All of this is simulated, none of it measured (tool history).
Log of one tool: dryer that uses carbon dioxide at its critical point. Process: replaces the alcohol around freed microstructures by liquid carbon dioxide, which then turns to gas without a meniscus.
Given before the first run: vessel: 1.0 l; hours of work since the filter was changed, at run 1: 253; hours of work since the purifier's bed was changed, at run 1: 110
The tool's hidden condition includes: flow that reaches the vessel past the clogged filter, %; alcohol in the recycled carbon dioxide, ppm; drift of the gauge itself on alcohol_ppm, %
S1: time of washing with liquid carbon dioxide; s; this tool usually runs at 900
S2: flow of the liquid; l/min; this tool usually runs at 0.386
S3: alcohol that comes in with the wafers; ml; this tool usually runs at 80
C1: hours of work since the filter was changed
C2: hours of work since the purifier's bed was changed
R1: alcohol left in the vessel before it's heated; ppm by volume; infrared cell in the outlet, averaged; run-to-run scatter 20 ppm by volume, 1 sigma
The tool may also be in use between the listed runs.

run,hour,S1,S2,S3,C1,C2,R1
1,0,900,0.386,80,253,110,1744
2,18.1,900,0.386,80,259,116,1728
3,36.1,900,0.386,80,265,122,1740
4,52.9,900,0.492,80,271,128,610
5,77,900,0.492,80,279,136,607
6,97.1,900,0.29,80,286,143,4636
7,120.6,900,0.29,80,294,150,4722
8,136.3,1200,0.29,80,299,156,1868
9,154.1,1200,0.29,80,305,162,1828
10,165.4,1200,0.29,80,309,165,1872
# hour 176: inlet filter changed
11,179.1,900,0.386,80,1,170,1365
12,190.7,900,0.386,80,5,174,1377
13,211.9,900,0.386,80,12,181,1356
14,229.4,900,0.386,80,18,186,1387
15,253.3,900,0.386,80,26,194,1396
16,268.7,900,0.386,80,31,200,1426
17,290.4,900,0.386,82,38,207,1488
18,308.6,900,0.399,80,44,213,1261
19,322.7,900,0.386,29,49,218,545
20,341.8,900,0.386,29,55,224,555
21,359.8,900,0.386,80,61,230,1462
22,374.7,900,0.386,80,66,235,1463
23,397.8,900,0.386,80,74,243,1487
24,409.9,900,0.386,80,78,247,1487
25,428.1,900,0.386,80,84,253,1497
26,445.9,1380,0.386,41,90,259,130
27,468.9,600,0.386,80,98,266,5756
28,479.5,600,0.386,80,101,270,5554
29,496.4,1140,0.386,38,107,276,281
30,518.6,720,0.386,80,114,283,3429
31,537.9,1260,0.51,52,121,289,68
32,552,1080,0.386,80,126,294,738

The next listed run, before its measurement:
33,565.6,900,0.255,57,130,299,?

R1: 4344 ppm by volume
With the hidden condition absent and the run-to-run variation left alone, this run would have shown R1 3911 ppm by volume.
